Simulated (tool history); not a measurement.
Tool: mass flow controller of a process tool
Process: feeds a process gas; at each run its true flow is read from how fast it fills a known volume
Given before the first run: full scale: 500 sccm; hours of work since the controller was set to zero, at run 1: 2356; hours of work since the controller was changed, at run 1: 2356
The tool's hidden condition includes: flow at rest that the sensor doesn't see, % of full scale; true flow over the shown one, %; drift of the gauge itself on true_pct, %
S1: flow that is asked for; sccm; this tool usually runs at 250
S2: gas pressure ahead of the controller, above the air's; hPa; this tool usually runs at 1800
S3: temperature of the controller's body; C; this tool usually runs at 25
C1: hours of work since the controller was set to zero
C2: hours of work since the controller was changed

Run 1, hour 0.0: usual settings; C1 2356; C2 2356. Result: true flow (%) 99.65.
Run 2, hour 156.3: usual settings; C1 2460; C2 2460. Result: true flow (%) 99.77.
Run 3, hour 465.9: usual settings; C1 2667; C2 2667. Result: true flow (%) 99.87.
Run 4, hour 774.5: usual settings; C1 2872; C2 2872. Result: true flow (%) 99.87.
Run 5, hour 1148.5: usual settings; C1 3122; C2 3122. Result: true flow (%) 99.72.
Run 6, hour 1424.4: usual settings but S2 1860 hPa; C1 3306; C2 3306. Result: true flow (%) 99.87.
Run 7, hour 1776.4: usual settings; C1 3540; C2 3540. Result: true flow (%) 99.78.
Run 8, hour 2008.2: usual settings; C1 3695; C2 3695. Result: true flow (%) 99.81.
Run 9, hour 2328.6: usual settings but S2 2170 hPa; C1 3909; C2 3909. Result: true flow (%) 99.67.
Run 10, hour 2505.8: usual settings but S2 1610 hPa; C1 4027; C2 4027. Result: true flow (%) 99.83.
Run 11, hour 2836.8: usual settings but S2 2270 hPa; C1 4247; C2 4247. Result: true flow (%) 99.69.
Run 12, hour 2992.1: usual settings; C1 4351; C2 4351. Result: true flow (%) 99.77.
Run 13, hour 3188.1: usual settings but S3 23 C; C1 4482; C2 4482. Result: true flow (%) 99.82.
Run 14, hour 3569.6: usual settings but S3 23 C; C1 4736; C2 4736. Result: true flow (%) 99.81.
Run 15, hour 3880.4: usual settings but S3 23 C; C1 4943; C2 4943. Result: true flow (%) 99.78.
Run 16, hour 4225.9: usual settings but S3 23 C; C1 5174; C2 5174. Result: true flow (%) 99.69.
At hour 4314.1: controller's zero set anew.
Run 17, hour 4476.8: usual settings but S3 23 C; C1 108; C2 5341. Result: true flow (%) 99.32.
Run 18, hour 4830.5: usual settings but S3 23 C; C1 344; C2 5576. Result: true flow (%) 99.42.
Run 19, hour 5130.5: usual settings; C1 544; C2 5776. Result: true flow (%) 99.31.
Run 20, hour 5287.9: usual settings; C1 649; C2 5881. Result: true flow (%) 99.33.
Run 21, hour 5498.8: usual settings but S2 2530 hPa; C1 790; C2 6022. Result: true flow (%) 99.16.
Run 22, hour 5659.4: usual settings but S1 319 sccm; C1 897; C2 6129. Result: true flow (%) 99.75.
Run 23, hour 6017.7: usual settings but S1 228 sccm, S2 2450 hPa, S3 23 C; C1 1136; C2 6368. Result: true flow (%) 98.93.
At hour 6220.3: controller's zero set anew, once more.
Run 24, hour 6220.3: usual settings but S1 454 sccm, S2 2240 hPa, S3 38 C; C1 0; C2 6503. Result: true flow (%) 101.13.
Run 25, hour 6470.6: usual settings but S1 287 sccm; C1 167; C2 6670. Result: true flow (%) 100.89.
Run 26, hour 6831.5: usual settings but S3 35 C; C1 407; C2 6910. Result: true flow (%) 101.09.
Run 27, hour 7153.2: usual settings but S3 38 C; C1 622; C2 7125. Result: true flow (%) 101.15.
Run 28, hour 7478.8: usual settings but S3 38 C; C1 839; C2 7342. Result: true flow (%) 101.14.
Run 29, hour 7854.1: usual settings but S1 229 sccm, S2 2580 hPa, S3 40 C; C1 1089; C2 7592. Result: true flow (%) 100.69.
Run 30, hour 8196.1: usual settings but S1 458 sccm, S2 1810 hPa, S3 28 C; C1 1317; C2 7820. Result: true flow (%) 101.21.
Run 31, hour 8576.5: usual settings but S1 458 sccm, S2 1810 hPa, S3 28 C; C1 1571; C2 8074. Result: true flow (%) 101.15.
Run 32, hour 8730.6: usual settings but S1 116 sccm, S2 2360 hPa, S3 39 C; C1 1674; C2 8177. Result: true flow (%) 100.51.
Run 33, hour 8900.6: usual settings but S1 116 sccm, S2 2360 hPa, S3 39 C; C1 1787; C2 8290. Result: true flow (%) 100.50.
Run 34, hour 9212.6: usual settings but S1 434 sccm, S3 40 C; C1 1995; C2 8498. Result: true flow (%) 101.49.

What does the tool deliver on the next run?
Run 35, hour 9484.1: usual settings but S3 27 C; C1 2176; C2 8679. Result: true flow (%) ?.

Run 35 measured true flow (%) 100.86.
Minus the tool's unlogged condition, the same run would have read true flow (%) 99.96.
